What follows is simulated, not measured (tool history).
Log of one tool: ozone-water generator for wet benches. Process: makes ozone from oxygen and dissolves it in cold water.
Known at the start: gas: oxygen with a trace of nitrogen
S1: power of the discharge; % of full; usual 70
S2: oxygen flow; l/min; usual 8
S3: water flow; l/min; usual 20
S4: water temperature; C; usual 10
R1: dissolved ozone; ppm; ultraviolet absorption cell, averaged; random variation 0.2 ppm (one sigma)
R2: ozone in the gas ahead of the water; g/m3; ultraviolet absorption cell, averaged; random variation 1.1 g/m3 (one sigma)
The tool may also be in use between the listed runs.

run 1 hour=0 | S1=70 S2=8 S3=20 S4=10 | R1=29.6 R2=187.1
run 2 hour=135.2 | S1=70 S2=8 S3=20 S4=10 | R1=29.4 R2=188.2
run 3 hour=262 | S1=70 S2=4.15 S3=20 S4=10 | R1=29.8 R2=274.3
run 4 hour=335.4 | S1=70 S2=8 S3=14 S4=10 | R1=38.7 R2=187.6
run 5 hour=433.7 | S1=70 S2=8 S3=14 S4=10 | R1=38.9 R2=189.5
run 6 hour=510.3 | S1=70 S2=8 S3=20 S4=10 | R1=29.3 R2=188.5
run 7 hour=607 | S1=70 S2=8 S3=20 S4=10 | R1=29.5 R2=188.2
run 8 hour=750.6 | S1=70 S2=14.2 S3=15 S4=10 | R1=32.8 R2=132.5
run 9 hour=889.6 | S1=70 S2=14.2 S3=15 S4=10 | R1=32.4 R2=133.6
run 10 hour=985.3 | S1=70 S2=14.2 S3=15 S4=10 | R1=32.4 R2=133.8
run 11 hour=1120.3 | S1=70 S2=14.2 S3=30 S4=7 | R1=21.1 R2=134.4
run 12 hour=1226.3 | S1=66 S2=14.2 S3=17 S4=7 | R1=30.2 R2=126.4

Taken out of this log: 1 entry between the listed runs. Where each belongs, and how the hidden state differs across it:
Between runs 10 and 11: contactor cleaned (hour 1065.4)
  contactor's efficiency, % of a clean one's: 99.7 -> 100
